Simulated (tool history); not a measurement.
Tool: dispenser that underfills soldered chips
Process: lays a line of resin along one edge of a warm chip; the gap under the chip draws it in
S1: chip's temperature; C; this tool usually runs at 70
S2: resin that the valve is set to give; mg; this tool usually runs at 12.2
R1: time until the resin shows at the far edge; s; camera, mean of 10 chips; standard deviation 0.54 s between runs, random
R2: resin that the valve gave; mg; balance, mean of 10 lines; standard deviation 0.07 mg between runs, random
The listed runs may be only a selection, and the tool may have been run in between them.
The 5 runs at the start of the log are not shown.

run,day,S1,S2,R1,R2
6,2.288,61,12.2,105.6,11.94
# day 2.358: new syringe of resin
7,2.571,61,12.2,98.1,11.9
# day 2.725: new syringe of resin
8,2.846,61,12.2,86.1,11.84
# day 3.071: new syringe of resin
9,3.296,61,12.2,98.6,11.81
# day 3.429: new syringe of resin
10,3.575,77,12.2,39.9,11.69
# day 3.796: new syringe of resin
11,3.938,77,12.2,40.5,11.57
# day 4.138: new syringe of resin
12,4.35,77,12.2,43,11.67
# day 4.479: new syringe of resin
# day 4.85: new syringe of resin
13,4.904,77,12.2,36.7,11.49
# day 5.221: new syringe of resin
14,5.254,77,12.2,36.8,11.38
# day 5.596: new syringe of resin
15,5.717,77,12.2,39.6,11.43
# day 5.983: new syringe of resin
16,6.217,77,12.2,44.8,11.28
# day 6.342: new syringe of resin
17,6.6,77,13.1,46.1,12.15

Run 18, settings as shown, results not yet in. Your forecast:
# day 6.692: new syringe of resin
# day 6.792: dispensing valve cleaned and set on the balance
# day 7.083: new syringe of resin
18,7.192,60,12.5,?,?

{"run 18": {"R1": 89.9, "R2": 12.36}}
With the hidden condition absent and the run-to-run variation left alone, this run would have shown R1 74.2 s, R2 12.42 mg.
